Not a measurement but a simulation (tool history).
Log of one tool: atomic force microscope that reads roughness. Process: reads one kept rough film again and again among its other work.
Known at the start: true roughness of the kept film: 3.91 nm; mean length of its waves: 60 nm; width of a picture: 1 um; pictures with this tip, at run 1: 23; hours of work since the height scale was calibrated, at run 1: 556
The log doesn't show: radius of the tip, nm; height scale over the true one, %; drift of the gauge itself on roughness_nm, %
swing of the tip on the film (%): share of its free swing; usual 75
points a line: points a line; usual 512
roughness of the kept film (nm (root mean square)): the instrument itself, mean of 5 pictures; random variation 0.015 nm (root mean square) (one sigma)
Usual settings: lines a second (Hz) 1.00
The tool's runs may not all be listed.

| run | hour | lines a second (Hz) | swing of the tip on the film (%) | points a line | pictures with this tip | hours of work since the height scale was calibrated | roughness of the kept film (nm (root mean square)) |
|---|---|---|---|---|---|---|---|
| 1 | 0.0 | 1.00 | 75 | 512 | 23 | 556 | 3.585 |
| 2 | 31.6 | 1.00 | 75 | 335 | 53 | 575 | 3.488 |
| 3 | 62.9 | 1.00 | 75 | 335 | 83 | 594 | 3.418 |
| 4 | 89.1 | 1.00 | 75 | 335 | 107 | 610 | 3.355 |
|  | 110.2 | new tip fitted |
| 5 | 141.4 | 1.00 | 75 | 718 | 30 | 642 | 3.560 |
| 6 | 172.6 | 1.00 | 75 | 512 | 59 | 661 | 3.472 |
| 7 | 200.7 | 1.00 | 75 | 534 | 86 | 678 | 3.424 |
|  | 246.3 | new tip fitted |
| 8 | 256.1 | 1.00 | 75 | 534 | 9 | 711 | 3.620 |
| 9 | 309.8 | 1.00 | 75 | 534 | 60 | 744 | 3.505 |
| 10 | 353.3 | 1.00 | 75 | 512 | 101 | 771 | 3.349 |
|  | 383.1 | new tip fitted |
| 11 | 388.1 | 1.00 | 61 | 512 | 5 | 792 | 3.700 |
| 12 | 429.0 | 1.00 | 89 | 512 | 43 | 816 | 3.412 |
| 13 | 472.8 | 1.00 | 89 | 512 | 85 | 843 | 3.321 |
| 14 | 500.3 | 1.00 | 60 | 512 | 111 | 860 | 3.392 |
|  | 517.7 | new tip fitted |
| 15 | 542.0 | 1.00 | 75 | 512 | 23 | 885 | 3.550 |
| 16 | 590.7 | 1.00 | 75 | 512 | 69 | 915 | 3.459 |
| 17 | 635.2 | 1.00 | 75 | 512 | 112 | 942 | 3.310 |
|  | 654.7 | new tip fitted |
| 18 | 678.4 | 1.00 | 75 | 474 | 22 | 968 | 3.573 |
| 19 | 729.7 | 1.78 | 75 | 512 | 71 | 999 | 3.364 |
|  | 789.9 | new tip fitted |
| 20 | 790.6 | 1.78 | 75 | 512 | 1 | 1036 | 3.577 |
| 21 | 831.2 | 1.78 | 75 | 512 | 40 | 1061 | 3.447 |
| 22 | 872.5 | 1.00 | 75 | 512 | 79 | 1086 | 3.454 |
| 23 | 921.6 | 3.25 | 70 | 482 | 125 | 1116 | 3.154 |
|  | 926.6 | new tip fitted |
| 24 | 954.4 | 1.00 | 85 | 356 | 26 | 1136 | 3.470 |
| 25 | 985.3 | 0.84 | 79 | 512 | 55 | 1155 | 3.479 |
| 26 | 1040.9 | 0.84 | 79 | 512 | 108 | 1189 | 3.337 |
|  | 1065.7 | new tip fitted |
| 27 | 1072.4 | 1.08 | 87 | 491 | 6 | 1207 | 3.499 |
| 28 | 1106.3 | 1.80 | 87 | 279 | 39 | 1228 | 3.291 |
| 29 | 1158.9 | 1.00 | 63 | 478 | 89 | 1260 | 3.427 |
|  | 1199.8 | new tip fitted |
| 30 | 1199.8 | 1.00 | 63 | 478 | 0 | 1285 | 3.701 |
| 31 | 1249.9 | 1.00 | 63 | 478 | 47 | 1315 | 3.553 |
| 32 | 1290.4 | 0.96 | 75 | 443 | 86 | 1340 | 3.397 |
| 33 | 1322.5 | 0.57 | 62 | 443 | 116 | 1360 | 3.410 |
|  | 1335.6 | new tip fitted |
| 34 | 1370.3 | 1.08 | 62 | 333 | 33 | 1389 | 3.613 |
| 35 | 1410.3 | 0.63 | 75 | 512 | 71 | 1413 | 3.486 |
| 36 | 1447.0 | 1.00 | 75 | 492 | 106 | 1435 | 3.313 |
|  | 1470.6 | new tip fitted |
| 37 | 1479.3 | 3.12 | 75 | 344 | 8 | 1455 | 3.340 |
| 38 | 1527.2 | 1.00 | 58 | 368 | 54 | 1484 | 3.545 |
| 39 | 1570.3 | 1.00 | 70 | 1019 | 94 | 1510 | 3.403 |
|  | 1606.3 | new tip fitted |
| 40 | 1606.3 | 2.14 | 61 | 298 | 0 | 1532 | 3.628 |
| 41 | 1642.9 | 2.14 | 61 | 298 | 35 | 1554 | 3.524 |
| 42 | 1676.2 | 2.14 | 61 | 298 | 66 | 1575 | 3.442 |
| 43 | 1703.6 | 3.13 | 56 | 420 | 92 | 1591 | 3.354 |

Forecast each of these 4 alternatives for the next run:
|  | 1741.1 | new tip fitted |
| A | 1761.8 | 0.54 | 63 | 272 | 19 | 1626 | ? |
|  | 1741.1 | new tip fitted |
| B | 1761.8 | 3.11 | 59 | 664 | 19 | 1626 | ? |
|  | 1741.1 | new tip fitted |
| C | 1761.8 | 0.57 | 70 | 512 | 19 | 1626 | ? |
|  | 1741.1 | new tip fitted |
| D | 1761.8 | 0.60 | 56 | 420 | 19 | 1626 | ? |

| run | roughness of the kept film (nm (root mean square)) |
|---|---|
| A | 3.637 |
| B | 3.535 |
| C | 3.669 |
| D | 3.652 |
Without the tool's hidden state the same runs would have given:
| run | roughness of the kept film (nm (root mean square)) |
|---|---|
| A | 3.739 |
| B | 3.634 |
| C | 3.772 |
| D | 3.755 |
